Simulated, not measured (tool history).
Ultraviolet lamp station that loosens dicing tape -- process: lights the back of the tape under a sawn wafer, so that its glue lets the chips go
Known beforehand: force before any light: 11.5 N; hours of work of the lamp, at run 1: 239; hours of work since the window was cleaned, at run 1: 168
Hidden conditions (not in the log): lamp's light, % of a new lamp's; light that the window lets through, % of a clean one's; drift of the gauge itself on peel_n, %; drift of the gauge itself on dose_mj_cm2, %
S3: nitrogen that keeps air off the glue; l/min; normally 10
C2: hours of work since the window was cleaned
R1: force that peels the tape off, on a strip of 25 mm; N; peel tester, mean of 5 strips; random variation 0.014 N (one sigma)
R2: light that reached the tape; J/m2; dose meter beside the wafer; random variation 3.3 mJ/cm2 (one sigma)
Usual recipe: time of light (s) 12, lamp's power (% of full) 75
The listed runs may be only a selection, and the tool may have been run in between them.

Run 1, day 0: usual settings; hours of work of the lamp 239; C2 168. Result: R1 0.875 N, R2 4580 J/m2.
Run 2, day 0.317: usual settings but S3 4 l/min; hours of work of the lamp 242; C2 171. Result: R1 1.524 N, R2 4530 J/m2.
Run 3, day 0.654: usual settings but S3 4 l/min; hours of work of the lamp 245; C2 174. Result: R1 1.494 N, R2 4520 J/m2.
Run 4, day 1.1: usual settings but S3 11 l/min; hours of work of the lamp 249; C2 178. Result: R1 0.867 N, R2 4570 J/m2.
Run 5, day 1.525: usual settings but time of light (s) 15; hours of work of the lamp 253; C2 182. Result: R1 0.541 N, R2 5720 J/m2.
Run 6, day 1.846: usual settings but S3 3 l/min; hours of work of the lamp 257; C2 186. Result: R1 1.703 N, R2 4580 J/m2.
Run 7, day 2.133: usual settings but S3 3 l/min; hours of work of the lamp 259; C2 188. Result: R1 1.769 N, R2 4550 J/m2.
Run 8, day 2.471: usual settings but S3 3 l/min; hours of work of the lamp 263; C2 192. Result: R1 1.764 N, R2 4490 J/m2.
Run 9, day 2.746: usual settings but S3 3 l/min; hours of work of the lamp 265; C2 194. Result: R1 1.786 N, R2 4540 J/m2.
Run 10, day 3.175: usual settings but lamp's power (% of full) 86; hours of work of the lamp 269; C2 198. Result: R1 0.649 N, R2 5180 J/m2.
Run 11, day 3.633: usual settings but lamp's power (% of full) 86; hours of work of the lamp 274; C2 203. Result: R1 0.664 N, R2 5140 J/m2.
Run 12, day 4.017: usual settings but lamp's power (% of full) 86; hours of work of the lamp 278; C2 207. Result: R1 0.679 N, R2 5120 J/m2.
Run 13, day 4.321: usual settings; hours of work of the lamp 281; C2 210. Result: R1 0.902 N, R2 4450 J/m2.
Run 14, day 4.642: usual settings; hours of work of the lamp 284; C2 213. Result: R1 0.917 N, R2 4430 J/m2.
Run 15, day 5.008: usual settings; hours of work of the lamp 287; C2 216. Result: R1 0.916 N, R2 4490 J/m2.
Run 16, day 5.454: usual settings; hours of work of the lamp 292; C2 221. Result: R1 0.931 N, R2 4470 J/m2.
Run 17, day 5.708: usual settings; hours of work of the lamp 294; C2 223. Result: R1 0.946 N, R2 4460 J/m2.
Run 18, day 6.117: usual settings; hours of work of the lamp 298; C2 227. Result: R1 0.938 N, R2 4390 J/m2.
Run 19, day 6.442: usual settings but S3 3 l/min; hours of work of the lamp 301; C2 230. Result: R1 1.855 N, R2 4420 J/m2.

What will run 20 give?
Run 20, day 7.004: usual settings but lamp's power (% of full) 70; hours of work of the lamp 307; C2 236. Result: R1 ?, R2 ?.

{"run 20": {"R1": 1.117, "R2": 4090}}
Had the tool carried no hidden state, the very same run would have given R1 0.793 N, R2 4770 J/m2.

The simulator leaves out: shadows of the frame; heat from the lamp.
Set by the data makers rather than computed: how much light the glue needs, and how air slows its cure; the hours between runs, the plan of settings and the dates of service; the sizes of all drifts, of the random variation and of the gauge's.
